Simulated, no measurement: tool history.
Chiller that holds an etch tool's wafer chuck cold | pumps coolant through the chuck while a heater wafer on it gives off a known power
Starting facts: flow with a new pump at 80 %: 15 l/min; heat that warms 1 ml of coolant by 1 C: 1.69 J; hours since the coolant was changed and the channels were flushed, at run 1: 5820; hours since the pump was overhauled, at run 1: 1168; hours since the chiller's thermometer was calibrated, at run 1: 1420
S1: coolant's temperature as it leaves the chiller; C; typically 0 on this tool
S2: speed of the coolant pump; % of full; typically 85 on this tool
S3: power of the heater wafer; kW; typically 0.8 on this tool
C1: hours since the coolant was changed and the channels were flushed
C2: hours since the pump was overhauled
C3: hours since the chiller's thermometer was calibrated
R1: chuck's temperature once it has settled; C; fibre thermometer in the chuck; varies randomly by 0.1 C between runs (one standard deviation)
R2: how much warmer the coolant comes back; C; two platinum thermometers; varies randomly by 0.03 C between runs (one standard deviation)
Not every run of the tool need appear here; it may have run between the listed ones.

{"run": 1, "hour": 0.0, "S1": 0, "S2": 85, "S3": 0.8, "C1": 5820, "C2": 1168, "C3": 1420, "R1": 7.2, "R2": 1.78}
{"run": 2, "hour": 32.0, "S1": 0, "S2": 85, "S3": 0.8, "C1": 5852, "C2": 1200, "C3": 1452, "R1": 7.2, "R2": 1.82}
{"run": 3, "hour": 65.6, "S1": 0, "S2": 85, "S3": 0.8, "C1": 5885, "C2": 1233, "C3": 1486, "R1": 7.2, "R2": 1.85}
{"run": 4, "hour": 97.6, "S1": 0, "S2": 85, "S3": 0.8, "C1": 5917, "C2": 1265, "C3": 1518, "R1": 7.2, "R2": 1.79}
{"run": 5, "hour": 115.0, "S1": 0, "S2": 80, "S3": 0.8, "C1": 5935, "C2": 1283, "C3": 1535, "R1": 7.5, "R2": 1.99}
{"run": 6, "hour": 137.4, "S1": 0, "S2": 63, "S3": 0.8, "C1": 5957, "C2": 1305, "C3": 1558, "R1": 9.1, "R2": 2.45}
{"run": 7, "hour": 174.5, "S1": 0, "S2": 63, "S3": 0.8, "C1": 5994, "C2": 1342, "C3": 1595, "R1": 9.1, "R2": 2.48}
{"run": 8, "hour": 209.5, "S1": -2, "S2": 63, "S3": 0.8, "C1": 6029, "C2": 1377, "C3": 1630, "R1": 7.4, "R2": 2.43}
{"run": 9, "hour": 231.6, "S1": -2, "S2": 63, "S3": 0.8, "C1": 6051, "C2": 1399, "C3": 1652, "R1": 7.3, "R2": 2.45}
{"run": 10, "hour": 262.0, "S1": 0, "S2": 63, "S3": 0.8, "C1": 6082, "C2": 1430, "C3": 1683, "R1": 9, "R2": 2.45}
{"run": 11, "hour": 298.2, "S1": 0, "S2": 63, "S3": 0.8, "C1": 6118, "C2": 1466, "C3": 1719, "R1": 9.2, "R2": 2.43}
{"run": 12, "hour": 318.8, "S1": 9, "S2": 63, "S3": 1.142, "C1": 6139, "C2": 1486, "C3": 1739, "R1": 22.3, "R2": 3.49}
{"run": 13, "hour": 336.9, "S1": 9, "S2": 63, "S3": 1.142, "C1": 6157, "C2": 1505, "C3": 1757, "R1": 22.4, "R2": 3.57}
{"run": 14, "hour": 360.5, "S1": -3, "S2": 97, "S3": 0.64, "C1": 6180, "C2": 1528, "C3": 1781, "R1": 2.1, "R2": 1.24}
{"run": 15, "hour": 387.5, "S1": 2, "S2": 65, "S3": 1.14, "C1": 6207, "C2": 1555, "C3": 1808, "R1": 15, "R2": 3.4}
{"run": 16, "hour": 411.9, "S1": 0, "S2": 85, "S3": 0.548, "C1": 6232, "C2": 1580, "C3": 1832, "R1": 5, "R2": 1.27}
{"run": 17, "hour": 428.9, "S1": 9, "S2": 92, "S3": 1.039, "C1": 6249, "C2": 1597, "C3": 1849, "R1": 18, "R2": 2.24}
{"run": 18, "hour": 460.8, "S1": -7, "S2": 81, "S3": 1.039, "C1": 6281, "C2": 1628, "C3": 1881, "R1": 2.9, "R2": 2.45}
{"run": 19, "hour": 479.3, "S1": -7, "S2": 81, "S3": 1.039, "C1": 6299, "C2": 1647, "C3": 1900, "R1": 3, "R2": 2.5}
{"run": 20, "hour": 496.8, "S1": 5, "S2": 85, "S3": 0.553, "C1": 6316, "C2": 1664, "C3": 1917, "R1": 10, "R2": 1.27}
{"run": 21, "hour": 514.3, "S1": 3, "S2": 86, "S3": 0.822, "C1": 6334, "C2": 1682, "C3": 1935, "R1": 10.4, "R2": 1.93}
{"run": 22, "hour": 534.3, "S1": -1, "S2": 91, "S3": 0.777, "C1": 6354, "C2": 1702, "C3": 1955, "R1": 5.8, "R2": 1.67}

Each row is a separate what-if for the run after 22, all from the same tool condition, not one after another. Results?
{"run": "A", "hour": 571.1, "S1": 0, "S2": 88, "S3": 0.41, "C1": 6391, "C2": 1739, "C3": 1992, "R1": "?", "R2": "?"}
{"run": "B", "hour": 571.1, "S1": -1, "S2": 91, "S3": 0.807, "C1": 6391, "C2": 1739, "C3": 1992, "R1": "?", "R2": "?"}
{"run": "C", "hour": 571.1, "S1": -1, "S2": 95, "S3": 0.954, "C1": 6391, "C2": 1739, "C3": 1992, "R1": "?", "R2": "?"}
{"run": "D", "hour": 571.1, "S1": 8, "S2": 85, "S3": 0.655, "C1": 6391, "C2": 1739, "C3": 1992, "R1": "?", "R2": "?"}
{"run": "E", "hour": 571.1, "S1": 2, "S2": 81, "S3": 0.777, "C1": 6391, "C2": 1739, "C3": 1992, "R1": "?", "R2": "?"}

run=A R1=3.4 R2=0.88
run=B R1=6 R2=1.8
run=C R1=7.1 R2=2.03
run=D R1=13.9 R2=1.53
run=E R1=9.4 R2=1.82
Without the tool's hidden state the same runs would have given:
run=A R1=3.2 R2=0.85
run=B R1=5.3 R2=1.75
run=C R1=6.3 R2=1.97
run=D R1=13.4 R2=1.48
run=E R1=8.7 R2=1.77
